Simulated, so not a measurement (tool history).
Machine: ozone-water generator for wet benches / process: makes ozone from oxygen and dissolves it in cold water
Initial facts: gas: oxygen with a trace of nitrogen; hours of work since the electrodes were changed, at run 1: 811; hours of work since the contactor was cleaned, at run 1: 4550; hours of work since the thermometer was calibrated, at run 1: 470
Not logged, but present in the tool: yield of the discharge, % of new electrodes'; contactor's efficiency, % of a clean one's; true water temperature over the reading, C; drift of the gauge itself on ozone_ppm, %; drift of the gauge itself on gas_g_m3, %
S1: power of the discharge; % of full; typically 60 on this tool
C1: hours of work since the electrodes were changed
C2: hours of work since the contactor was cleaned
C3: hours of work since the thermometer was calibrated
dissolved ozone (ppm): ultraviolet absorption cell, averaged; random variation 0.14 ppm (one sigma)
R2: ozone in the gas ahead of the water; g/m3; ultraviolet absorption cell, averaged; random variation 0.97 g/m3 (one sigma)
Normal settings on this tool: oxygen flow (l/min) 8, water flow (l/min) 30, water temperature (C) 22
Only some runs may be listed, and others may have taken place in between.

{"run": 1, "day": 0.0, "S1": 60, "oxygen flow (l/min)": 8, "water flow (l/min)": 30, "water temperature (C)": 22, "C1": 811, "C2": 4550, "C3": 470, "dissolved ozone (ppm)": 14.9, "R2": 165.7}
{"run": 2, "day": 0.958, "S1": 60, "oxygen flow (l/min)": 8, "water flow (l/min)": 30, "water temperature (C)": 22, "C1": 833, "C2": 4572, "C3": 492, "dissolved ozone (ppm)": 14.9, "R2": 164.9}
{"run": 3, "day": 2.296, "S1": 60, "oxygen flow (l/min)": 8, "water flow (l/min)": 30, "water temperature (C)": 22, "C1": 864, "C2": 4603, "C3": 523, "dissolved ozone (ppm)": 15.1, "R2": 167.1}
{"run": 4, "day": 3.717, "S1": 60, "oxygen flow (l/min)": 8, "water flow (l/min)": 30, "water temperature (C)": 22, "C1": 897, "C2": 4636, "C3": 556, "dissolved ozone (ppm)": 15, "R2": 166.1}
{"run": 5, "day": 4.462, "S1": 60, "oxygen flow (l/min)": 8, "water flow (l/min)": 30, "water temperature (C)": 22, "C1": 914, "C2": 4653, "C3": 573, "dissolved ozone (ppm)": 14.8, "R2": 165.7}
{"run": 6, "day": 5.7, "S1": 60, "oxygen flow (l/min)": 8, "water flow (l/min)": 30, "water temperature (C)": 22, "C1": 943, "C2": 4682, "C3": 602, "dissolved ozone (ppm)": 14.8, "R2": 165}
{"run": 7, "day": 7.046, "S1": 60, "oxygen flow (l/min)": 8, "water flow (l/min)": 30, "water temperature (C)": 22, "C1": 974, "C2": 4713, "C3": 633, "dissolved ozone (ppm)": 14.8, "R2": 164.1}
{"run": 8, "day": 8.133, "S1": 60, "oxygen flow (l/min)": 10.36, "water flow (l/min)": 30, "water temperature (C)": 22, "C1": 999, "C2": 4738, "C3": 658, "dissolved ozone (ppm)": 14.5, "R2": 142.7}
{"run": 9, "day": 9.479, "S1": 60, "oxygen flow (l/min)": 10.36, "water flow (l/min)": 30, "water temperature (C)": 22, "C1": 1030, "C2": 4769, "C3": 689, "dissolved ozone (ppm)": 14.5, "R2": 142.4}
{"run": 10, "day": 10.233, "S1": 60, "oxygen flow (l/min)": 8, "water flow (l/min)": 23, "water temperature (C)": 22, "C1": 1048, "C2": 4786, "C3": 706, "dissolved ozone (ppm)": 18.3, "R2": 164.9}
{"run": 11, "day": 11.333, "S1": 60, "oxygen flow (l/min)": 8, "water flow (l/min)": 23, "water temperature (C)": 22, "C1": 1073, "C2": 4812, "C3": 732, "dissolved ozone (ppm)": 18.8, "R2": 166}
{"run": 12, "day": 12.05, "S1": 60, "oxygen flow (l/min)": 8, "water flow (l/min)": 23, "water temperature (C)": 22, "C1": 1090, "C2": 4828, "C3": 748, "dissolved ozone (ppm)": 18.6, "R2": 164.7}
{"run": 13, "day": 13.675, "S1": 60, "oxygen flow (l/min)": 8, "water flow (l/min)": 23, "water temperature (C)": 22, "C1": 1127, "C2": 4866, "C3": 786, "dissolved ozone (ppm)": 18.2, "R2": 165.2}
{"run": 14, "day": 14.912, "S1": 60, "oxygen flow (l/min)": 8, "water flow (l/min)": 23, "water temperature (C)": 22, "C1": 1156, "C2": 4895, "C3": 815, "dissolved ozone (ppm)": 18.5, "R2": 167.1}
{"run": 15, "day": 15.821, "S1": 60, "oxygen flow (l/min)": 8, "water flow (l/min)": 45, "water temperature (C)": 22, "C1": 1177, "C2": 4916, "C3": 836, "dissolved ozone (ppm)": 10.1, "R2": 166.3}
{"run": 16, "day": 17.367, "S1": 60, "oxygen flow (l/min)": 8, "water flow (l/min)": 45, "water temperature (C)": 22, "C1": 1213, "C2": 4951, "C3": 872, "dissolved ozone (ppm)": 10, "R2": 163}
{"run": 17, "day": 18.842, "S1": 60, "oxygen flow (l/min)": 8, "water flow (l/min)": 45, "water temperature (C)": 22, "C1": 1247, "C2": 4986, "C3": 906, "dissolved ozone (ppm)": 10.2, "R2": 165}
{"run": 18, "day": 19.942, "S1": 60, "oxygen flow (l/min)": 8, "water flow (l/min)": 29, "water temperature (C)": 22, "C1": 1272, "C2": 5011, "C3": 931, "dissolved ozone (ppm)": 15.1, "R2": 164.7}
{"run": 19, "day": 21.433, "S1": 60, "oxygen flow (l/min)": 8, "water flow (l/min)": 29, "water temperature (C)": 22, "C1": 1307, "C2": 5046, "C3": 966, "dissolved ozone (ppm)": 15.1, "R2": 163.6}
{"day": 21.746, "done": "contactor cleaned"}
{"run": 20, "day": 23.029, "S1": 60, "oxygen flow (l/min)": 8, "water flow (l/min)": 35, "water temperature (C)": 14, "C1": 1340, "C2": 30, "C3": 999, "dissolved ozone (ppm)": 14, "R2": 165.3}
{"run": 21, "day": 24.508, "S1": 60, "oxygen flow (l/min)": 8, "water flow (l/min)": 34, "water temperature (C)": 23, "C1": 1374, "C2": 64, "C3": 1033, "dissolved ozone (ppm)": 12.6, "R2": 164.2}
{"run": 22, "day": 25.342, "S1": 60, "oxygen flow (l/min)": 8, "water flow (l/min)": 34, "water temperature (C)": 23, "C1": 1393, "C2": 83, "C3": 1052, "dissolved ozone (ppm)": 12.8, "R2": 162.7}
{"run": 23, "day": 26.304, "S1": 60, "oxygen flow (l/min)": 8, "water flow (l/min)": 34, "water temperature (C)": 23, "C1": 1416, "C2": 105, "C3": 1074, "dissolved ozone (ppm)": 12.8, "R2": 163.6}
{"run": 24, "day": 27.958, "S1": 60, "oxygen flow (l/min)": 8, "water flow (l/min)": 34, "water temperature (C)": 23, "C1": 1454, "C2": 144, "C3": 1113, "dissolved ozone (ppm)": 12.8, "R2": 163.7}
{"run": 25, "day": 28.992, "S1": 60, "oxygen flow (l/min)": 8, "water flow (l/min)": 34, "water temperature (C)": 23, "C1": 1478, "C2": 168, "C3": 1137, "dissolved ozone (ppm)": 12.8, "R2": 163.2}
{"run": 26, "day": 30.454, "S1": 42, "oxygen flow (l/min)": 9.2, "water flow (l/min)": 30, "water temperature (C)": 29, "C1": 1512, "C2": 201, "C3": 1171, "dissolved ozone (ppm)": 10.2, "R2": 121.5}
{"run": 27, "day": 31.188, "S1": 42, "oxygen flow (l/min)": 9.2, "water flow (l/min)": 30, "water temperature (C)": 29, "C1": 1529, "C2": 218, "C3": 1187, "dissolved ozone (ppm)": 10.3, "R2": 120.9}
{"day": 31.75, "done": "contactor cleaned, once more"}
{"run": 28, "day": 33.029, "S1": 42, "oxygen flow (l/min)": 9.2, "water flow (l/min)": 30, "water temperature (C)": 29, "C1": 1567, "C2": 30, "C3": 1226, "dissolved ozone (ppm)": 10.4, "R2": 120.1}
{"run": 29, "day": 34.521, "S1": 42, "oxygen flow (l/min)": 9.2, "water flow (l/min)": 19, "water temperature (C)": 16, "C1": 1602, "C2": 64, "C3": 1261, "dissolved ozone (ppm)": 18.8, "R2": 119.6}

What does the tool deliver on the next run?
{"run": 30, "day": 36.158, "S1": 60, "oxygen flow (l/min)": 7.29, "water flow (l/min)": 32, "water temperature (C)": 22, "C1": 1640, "C2": 102, "C3": 1299, "dissolved ozone (ppm)": "?", "R2": "?"}

{"run 30": {"dissolved ozone (ppm)": 14.2, "R2": 172.2}}
Minus the tool's unlogged condition, the same run would have read dissolved ozone (ppm) 14.6, R2 175.7 g/m3.
